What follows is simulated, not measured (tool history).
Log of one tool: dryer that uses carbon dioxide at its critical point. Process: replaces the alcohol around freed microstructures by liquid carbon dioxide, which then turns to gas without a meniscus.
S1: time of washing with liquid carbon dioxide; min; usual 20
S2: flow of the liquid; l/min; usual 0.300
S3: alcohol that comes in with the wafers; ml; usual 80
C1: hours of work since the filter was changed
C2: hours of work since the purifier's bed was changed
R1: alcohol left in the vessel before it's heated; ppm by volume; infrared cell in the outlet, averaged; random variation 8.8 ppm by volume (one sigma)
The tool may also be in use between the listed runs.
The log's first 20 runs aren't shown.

run,hour,S1,S2,S3,C1,C2,R1
21,1000.3,20,0.382,80,95,712,278
22,1062.3,20,0.382,80,123,740,288
23,1110.5,14,0.300,113,144,762,3816
24,1146.7,13,0.185,75,161,778,10271
25,1211.9,13,0.389,31,190,807,694
# hour 1231.5: inlet filter changed
26,1261.3,16,0.314,80,13,829,1290
27,1316.0,24,0.300,56,38,854,282
28,1384.6,24,0.300,56,69,885,297
29,1434.1,31,0.218,21,91,907,240
30,1493.7,21,0.268,46,118,933,625

Forecast each of these 5 alternatives for the next run:
A,1528.8,23,0.268,80,133,949,?
B,1528.8,15,0.185,46,133,949,?
C,1528.8,21,0.302,46,133,949,?
D,1528.8,18,0.300,80,133,949,?
E,1528.8,15,0.325,46,133,949,?

run,R1
A,659
B,4731
C,448
D,1133
E,1052
Without the tool's hidden state the same runs would have given:
run,R1
A,399
B,4140
C,222
D,802
E,745
